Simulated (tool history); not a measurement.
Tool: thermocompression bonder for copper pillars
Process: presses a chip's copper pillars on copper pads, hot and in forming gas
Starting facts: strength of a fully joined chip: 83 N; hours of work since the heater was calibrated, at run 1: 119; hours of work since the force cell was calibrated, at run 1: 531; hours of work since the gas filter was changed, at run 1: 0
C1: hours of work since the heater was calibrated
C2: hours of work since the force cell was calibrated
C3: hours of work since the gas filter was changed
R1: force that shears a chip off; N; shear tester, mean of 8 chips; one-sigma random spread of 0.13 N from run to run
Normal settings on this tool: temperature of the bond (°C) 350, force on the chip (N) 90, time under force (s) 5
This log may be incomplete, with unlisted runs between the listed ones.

{"run": 1, "day": 0.0, "temperature of the bond (°C)": 350, "force on the chip (N)": 90, "time under force (s)": 5, "C1": 119, "C2": 531, "C3": 0, "R1": 38.8}
{"run": 2, "day": 1.054, "temperature of the bond (°C)": 350, "force on the chip (N)": 90, "time under force (s)": 5, "C1": 134, "C2": 546, "C3": 14, "R1": 38.7}
{"run": 3, "day": 2.058, "temperature of the bond (°C)": 350, "force on the chip (N)": 90, "time under force (s)": 5, "C1": 147, "C2": 559, "C3": 28, "R1": 38.5}
{"run": 4, "day": 3.292, "temperature of the bond (°C)": 350, "force on the chip (N)": 90, "time under force (s)": 5, "C1": 164, "C2": 576, "C3": 44, "R1": 38.6}
{"run": 5, "day": 4.404, "temperature of the bond (°C)": 350, "force on the chip (N)": 71, "time under force (s)": 5, "C1": 179, "C2": 591, "C3": 59, "R1": 31}
{"run": 6, "day": 5.175, "temperature of the bond (°C)": 350, "force on the chip (N)": 71, "time under force (s)": 5, "C1": 189, "C2": 601, "C3": 70, "R1": 30.7}
{"run": 7, "day": 6.292, "temperature of the bond (°C)": 350, "force on the chip (N)": 71, "time under force (s)": 5, "C1": 204, "C2": 616, "C3": 85, "R1": 31}
{"run": 8, "day": 7.15, "temperature of the bond (°C)": 350, "force on the chip (N)": 71, "time under force (s)": 5, "C1": 215, "C2": 627, "C3": 96, "R1": 30.9}
{"run": 9, "day": 7.779, "temperature of the bond (°C)": 350, "force on the chip (N)": 90, "time under force (s)": 5, "C1": 224, "C2": 636, "C3": 104, "R1": 38.7}
{"run": 10, "day": 8.367, "temperature of the bond (°C)": 350, "force on the chip (N)": 90, "time under force (s)": 5, "C1": 232, "C2": 644, "C3": 112, "R1": 38.5}
{"run": 11, "day": 8.942, "temperature of the bond (°C)": 350, "force on the chip (N)": 90, "time under force (s)": 5, "C1": 240, "C2": 652, "C3": 120, "R1": 38.8}
{"run": 12, "day": 10.208, "temperature of the bond (°C)": 350, "force on the chip (N)": 90, "time under force (s)": 5, "C1": 257, "C2": 669, "C3": 137, "R1": 38.5}
{"run": 13, "day": 11.254, "temperature of the bond (°C)": 339, "force on the chip (N)": 90, "time under force (s)": 5, "C1": 271, "C2": 683, "C3": 151, "R1": 35.5}
{"run": 14, "day": 12.192, "temperature of the bond (°C)": 339, "force on the chip (N)": 90, "time under force (s)": 5, "C1": 283, "C2": 695, "C3": 164, "R1": 35.5}
{"run": 15, "day": 12.792, "temperature of the bond (°C)": 339, "force on the chip (N)": 90, "time under force (s)": 5, "C1": 291, "C2": 703, "C3": 172, "R1": 35.5}
{"run": 16, "day": 13.896, "temperature of the bond (°C)": 350, "force on the chip (N)": 90, "time under force (s)": 5, "C1": 306, "C2": 718, "C3": 187, "R1": 38.4}
{"run": 17, "day": 14.721, "temperature of the bond (°C)": 321, "force on the chip (N)": 96, "time under force (s)": 5, "C1": 317, "C2": 729, "C3": 198, "R1": 32.7}
{"day": 15.904, "done": "forming gas filter changed"}
{"run": 18, "day": 15.946, "temperature of the bond (°C)": 321, "force on the chip (N)": 96, "time under force (s)": 5, "C1": 333, "C2": 745, "C3": 1, "R1": 32.8}
{"run": 19, "day": 16.717, "temperature of the bond (°C)": 356, "force on the chip (N)": 83, "time under force (s)": 9, "C1": 344, "C2": 756, "C3": 11, "R1": 46.2}
{"run": 20, "day": 17.592, "temperature of the bond (°C)": 356, "force on the chip (N)": 83, "time under force (s)": 9, "C1": 355, "C2": 767, "C3": 23, "R1": 45.9}
{"run": 21, "day": 18.117, "temperature of the bond (°C)": 356, "force on the chip (N)": 83, "time under force (s)": 9, "C1": 362, "C2": 774, "C3": 30, "R1": 45.9}
{"run": 22, "day": 18.808, "temperature of the bond (°C)": 345, "force on the chip (N)": 90, "time under force (s)": 6, "C1": 372, "C2": 784, "C3": 39, "R1": 39.7}
{"run": 23, "day": 19.329, "temperature of the bond (°C)": 330, "force on the chip (N)": 113, "time under force (s)": 9, "C1": 379, "C2": 791, "C3": 46, "R1": 49.5}
{"run": 24, "day": 19.854, "temperature of the bond (°C)": 330, "force on the chip (N)": 120, "time under force (s)": 5, "C1": 386, "C2": 798, "C3": 53, "R1": 42.8}
{"day": 20.092, "done": "force cell calibrated"}
{"run": 25, "day": 20.896, "temperature of the bond (°C)": 357, "force on the chip (N)": 90, "time under force (s)": 14, "C1": 399, "C2": 11, "C3": 66, "R1": 55.9}
{"run": 26, "day": 21.55, "temperature of the bond (°C)": 357, "force on the chip (N)": 90, "time under force (s)": 14, "C1": 408, "C2": 20, "C3": 75, "R1": 55.9}
{"run": 27, "day": 22.117, "temperature of the bond (°C)": 375, "force on the chip (N)": 84, "time under force (s)": 4, "C1": 415, "C2": 27, "C3": 83, "R1": 39.7}
{"run": 28, "day": 23.175, "temperature of the bond (°C)": 365, "force on the chip (N)": 110, "time under force (s)": 4, "C1": 430, "C2": 41, "C3": 97, "R1": 46.8}
{"run": 29, "day": 24.062, "temperature of the bond (°C)": 320, "force on the chip (N)": 56, "time under force (s)": 4, "C1": 441, "C2": 53, "C3": 109, "R1": 16.6}
{"run": 30, "day": 24.829, "temperature of the bond (°C)": 356, "force on the chip (N)": 103, "time under force (s)": 7, "C1": 452, "C2": 64, "C3": 119, "R1": 50}
{"run": 31, "day": 25.792, "temperature of the bond (°C)": 351, "force on the chip (N)": 92, "time under force (s)": 14, "C1": 465, "C2": 77, "C3": 132, "R1": 54.7}

Branching from run 31: 5 alternative next runs. What would each branch give?
{"run": "A", "day": 26.333, "temperature of the bond (°C)": 351, "force on the chip (N)": 101, "time under force (s)": 10, "C1": 472, "C2": 84, "C3": 139, "R1": "?"}
{"run": "B", "day": 26.333, "temperature of the bond (°C)": 350, "force on the chip (N)": 90, "time under force (s)": 9, "C1": 472, "C2": 84, "C3": 139, "R1": "?"}
{"run": "C", "day": 26.333, "temperature of the bond (°C)": 360, "force on the chip (N)": 66, "time under force (s)": 14, "C1": 472, "C2": 84, "C3": 139, "R1": "?"}
{"run": "D", "day": 26.333, "temperature of the bond (°C)": 363, "force on the chip (N)": 92, "time under force (s)": 14, "C1": 472, "C2": 84, "C3": 139, "R1": "?"}
{"run": "E", "day": 26.333, "temperature of the bond (°C)": 351, "force on the chip (N)": 92, "time under force (s)": 11, "C1": 472, "C2": 84, "C3": 139, "R1": "?"}

run=A R1=53
run=B R1=47.1
run=C R1=45
run=D R1=58.2
run=E R1=51.1
Without the tool's hidden state the same runs would have given:
run=A R1=53.2
run=B R1=47.2
run=C R1=45.2
run=D R1=58.3
run=E R1=51.3

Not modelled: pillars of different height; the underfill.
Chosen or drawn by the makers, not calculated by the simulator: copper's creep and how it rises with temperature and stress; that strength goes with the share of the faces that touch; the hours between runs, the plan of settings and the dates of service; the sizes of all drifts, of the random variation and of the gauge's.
